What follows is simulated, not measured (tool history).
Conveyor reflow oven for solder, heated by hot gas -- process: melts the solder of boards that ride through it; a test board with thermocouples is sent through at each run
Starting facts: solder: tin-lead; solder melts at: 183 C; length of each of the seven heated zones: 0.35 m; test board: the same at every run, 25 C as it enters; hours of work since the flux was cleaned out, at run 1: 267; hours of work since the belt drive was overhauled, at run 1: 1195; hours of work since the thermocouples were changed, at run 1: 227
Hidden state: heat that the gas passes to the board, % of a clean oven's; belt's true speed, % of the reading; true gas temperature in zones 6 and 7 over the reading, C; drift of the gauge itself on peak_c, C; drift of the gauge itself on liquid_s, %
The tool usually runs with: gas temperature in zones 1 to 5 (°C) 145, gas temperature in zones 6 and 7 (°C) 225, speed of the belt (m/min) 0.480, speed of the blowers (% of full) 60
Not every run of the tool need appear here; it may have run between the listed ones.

run    hour  gas temperature in zones 1 to 5 (°C)  gas temperature in zones 6 and 7 (°C)  speed of the belt (m/min)  speed of the blowers (% of full)  hours of work since the flux was cleaned out  hours of work since the belt drive was overhauled  hours of work since the thermocouples were changed  highest temperature of the board (°C)  time above the solder's melting point (s)
  1     0.0                                   145                                    225                      0.480                                60                                           267                                               1195                                                 227                                  208.8                                       60.9
  2    47.3                                   145                                    225                      0.424                                60                                           295                                               1223                                                 255                                  212.5                                       73.4
       62.3  -- flux residue cleaned out of gas plates and filters
  3    99.8                                   145                                    225                      0.424                                60                                            22                                               1251                                                 283                                  212.6                                       73.2
  4   132.7                                   145                                    225                      0.480                                60                                            42                                               1271                                                 303                                  209.6                                       60.1
      181.3  -- belt drive overhauled, speed set with a stopwatch
  5   181.4                                   145                                    225                      0.480                                72                                            68                                                  0                                                 329                                  210.6                                       62.5
  6   215.4                                   145                                    225                      0.480                                72                                            88                                                 20                                                 349                                  211.3                                       63.9
  7   263.6                                   145                                    225                      0.480                                60                                           116                                                 49                                                 378                                  209.7                                       61.7
  8   315.5                                   145                                    225                      0.480                                60                                           147                                                 79                                                 408                                  208.8                                       60.5
  9   362.3                                   145                                    225                      0.480                                60                                           175                                                107                                                 436                                  209.3                                       59.7
 10   422.5                                   145                                    225                      0.480                                60                                           210                                                142                                                 471                                  209.2                                       59.5
 11   476.7                                   145                                    225                      0.480                                60                                           242                                                174                                                 503                                  208.9                                       60.3
 12   508.1                                   145                                    225                      0.480                                60                                           261                                                193                                                 522                                  209.3                                       60.6
      549.1  -- thermocouples of zones 6 and 7 changed
 13   554.1                                   145                                    225                      0.480                                60                                           287                                                219                                                   3                                  209.0                                       60.0
      583.7  -- flux residue cleaned out of gas plates and filters
 14   625.0                                   145                                    236                      0.480                                60                                            24                                                258                                                  42                                  218.7                                       70.0
 15   689.9                                   145                                    235                      0.480                                60                                            63                                                296                                                  80                                  217.8                                       68.7
 16   755.7                                   146                                    235                      0.492                                60                                           102                                                335                                                 119                                  217.1                                       66.5
 17   807.2                                   146                                    235                      0.492                                60                                           132                                                365                                                 149                                  217.3                                       67.3
 18   858.4                                   145                                    227                      0.462                                60                                           162                                                395                                                 180                                  212.2                                       66.5
 19   925.2                                   145                                    225                      0.541                                58                                           202                                                435                                                 219                                  204.9                                       47.4
 20   983.6                                   145                                    224                      0.480                                88                                           236                                                469                                                 253                                  211.8                                       63.9
 21  1017.8                                   134                                    225                      0.553                                80                                           256                                                489                                                 274                                  206.1                                       45.2
 22  1072.3                                   134                                    238                      0.553                                80                                           288                                                522                                                 306                                  216.4                                       54.7
     1101.8  -- flux residue cleaned out of gas plates and filters
 23  1136.0                                   153                                    225                      0.480                                60                                            20                                                556                                                 340                                  211.1                                       66.5
 24  1189.7                                   160                                    229                      0.577                                80                                            52                                                588                                                 372                                  213.6                                       59.6
 25  1226.5                                   133                                    233                      0.561                                87                                            74                                                610                                                 394                                  212.9                                       49.5
 26  1286.5                                   145                                    225                      0.574                                63                                           109                                                645                                                 429                                  204.7                                       44.0
 27  1315.9                                   145                                    225                      0.574                                63                                           126                                                662                                                 447                                  204.7                                       43.2
 28  1351.4                                   145                                    225                      0.574                                63                                           147                                                683                                                 467                                  204.3                                       43.8
 29  1410.2                                   150                                    225                      0.412                                63                                           182                                                718                                                 502                                  214.5                                       81.5

What differs in the tool's unlogged condition from the final listed run ahead of each entry between runs to the first listed run following it?
Run 2 -> run 3: flux residue cleaned out of gas plates and filters (hour 62.3)
  heat that the gas passes to the board, % of a clean oven's: 99.3 -> 99.9; belt's true speed, % of the reading: 99.71 -> 99.7; true gas temperature in zones 6 and 7 over the reading, C: 0.03 -> 0.04
Run 4 -> run 5: belt drive overhauled, speed set with a stopwatch (hour 181.3)
  heat that the gas passes to the board, % of a clean oven's: 99.9 -> 99.8; belt's true speed, % of the reading: 99.7 -> 100.01; true gas temperature in zones 6 and 7 over the reading, C: 0.04 -> 0.05
Run 12 -> run 13: thermocouples of zones 6 and 7 changed (hour 549.1)
  heat that the gas passes to the board, % of a clean oven's: 99.4 -> 99.3; true gas temperature in zones 6 and 7 over the reading, C: 0.09 -> 0.01
Run 13 -> run 14: flux residue cleaned out of gas plates and filters (hour 583.7)
  heat that the gas passes to the board, % of a clean oven's: 99.3 -> 99.9; belt's true speed, % of the reading: 99.96 -> 99.95; true gas temperature in zones 6 and 7 over the reading, C: 0.01 -> 0.02
Run 22 -> run 23: flux residue cleaned out of gas plates and filters (hour 1101.8)
  heat that the gas passes to the board, % of a clean oven's: 99.3 -> 99.9; belt's true speed, % of the reading: 99.89 -> 99.88; true gas temperature in zones 6 and 7 over the reading, C: 0.07 -> 0.08
